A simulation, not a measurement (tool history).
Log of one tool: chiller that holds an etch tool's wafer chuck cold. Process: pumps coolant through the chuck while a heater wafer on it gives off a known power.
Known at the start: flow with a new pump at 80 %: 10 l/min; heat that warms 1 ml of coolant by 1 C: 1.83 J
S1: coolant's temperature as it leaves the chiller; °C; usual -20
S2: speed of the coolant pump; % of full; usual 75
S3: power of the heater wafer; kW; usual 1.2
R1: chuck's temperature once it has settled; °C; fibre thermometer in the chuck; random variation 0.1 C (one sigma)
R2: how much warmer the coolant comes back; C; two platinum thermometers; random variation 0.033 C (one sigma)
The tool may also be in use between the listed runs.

| run | hour | S1 | S2 | S3 | R1 | R2 |
|---|---|---|---|---|---|---|
| 1 | 0 | -20 | 75 | 1.2 | -11.9 | 4.19 |
| 2 | 95.8 | -20 | 75 | 1.2 | -11.8 | 4.22 |
|  | 160.1 | chiller's thermometer calibrated |
| 3 | 186.4 | -20 | 65 | 1.2 | -11 | 4.88 |
| 4 | 267.6 | -20 | 65 | 1.2 | -11.1 | 4.85 |
| 5 | 332.4 | -20 | 65 | 1.2 | -11 | 4.83 |
| 6 | 437.8 | -11 | 65 | 1.2 | -2 | 4.88 |
| 7 | 546.6 | -20 | 75 | 1.682 | -8.7 | 5.93 |
| 8 | 638.1 | -20 | 75 | 1.682 | -8.6 | 5.97 |
| 9 | 733.2 | -20 | 75 | 1.2 | -11.9 | 4.28 |
| 10 | 797.8 | -20 | 75 | 1.2 | -11.8 | 4.23 |
| 11 | 898.8 | -20 | 64 | 1.2 | -11.1 | 4.96 |
| 12 | 951.7 | -20 | 64 | 1.2 | -10.9 | 5 |
| 13 | 1041.6 | -20 | 97 | 1.2 | -13.2 | 3.33 |
| 14 | 1089.5 | -20 | 75 | 1.2 | -12.1 | 4.36 |
| 15 | 1191.5 | -20 | 75 | 1.2 | -12 | 4.23 |
| 16 | 1277.6 | -20 | 75 | 1.192 | -11.7 | 4.28 |
| 17 | 1379.1 | -25 | 78 | 1.2 | -17 | 4.22 |
| 18 | 1485.3 | -19 | 92 | 1.243 | -11.7 | 3.62 |
| 19 | 1568.5 | -27 | 92 | 0.779 | -22.2 | 2.41 |
| 20 | 1652.6 | -14 | 62 | 1.367 | -3.6 | 5.88 |
|  | 1670 | coolant changed, channels flushed |
| 21 | 1759.8 | -20 | 65 | 1.132 | -11.4 | 4.7 |
| 22 | 1860.5 | -20 | 66 | 1.2 | -11 | 4.89 |
| 23 | 1915.7 | -29 | 70 | 0.896 | -22.7 | 3.46 |
| 24 | 1988.6 | -29 | 70 | 0.896 | -22.6 | 3.49 |
| 25 | 2067 | -29 | 70 | 0.896 | -22.6 | 3.53 |
| 26 | 2169 | -25 | 90 | 1.604 | -15.3 | 4.83 |
| 27 | 2259.1 | -25 | 90 | 1.604 | -15.3 | 4.86 |
| 28 | 2307 | -20 | 93 | 0.604 | -16.5 | 1.94 |
|  | 2372 | gauge calibrated |
| 29 | 2413.9 | -20 | 93 | 0.604 | -16.4 | 1.72 |
| 30 | 2501.6 | -20 | 93 | 0.604 | -16.4 | 1.72 |
| 31 | 2602 | -20 | 69 | 0.713 | -14.7 | 2.68 |
| 32 | 2661.2 | -20 | 61 | 1.089 | -11.6 | 4.67 |

Forecast each of these 3 alternatives for the next run:
| A | 2735.9 | -20 | 74 | 0.653 | ? | ? |
| B | 2735.9 | -17 | 86 | 1.299 | ? | ? |
| C | 2735.9 | -25 | 75 | 1.2 | ? | ? |

| run | R1 | R2 |
|---|---|---|
| A | -15.4 | 2.37 |
| B | -9.1 | 3.98 |
| C | -16.9 | 4.23 |
Without the tool's hidden state the same runs would have given:
| run | R1 | R2 |
|---|---|---|
| A | -15.4 | 2.34 |
| B | -9.1 | 3.95 |
| C | -17 | 4.19 |

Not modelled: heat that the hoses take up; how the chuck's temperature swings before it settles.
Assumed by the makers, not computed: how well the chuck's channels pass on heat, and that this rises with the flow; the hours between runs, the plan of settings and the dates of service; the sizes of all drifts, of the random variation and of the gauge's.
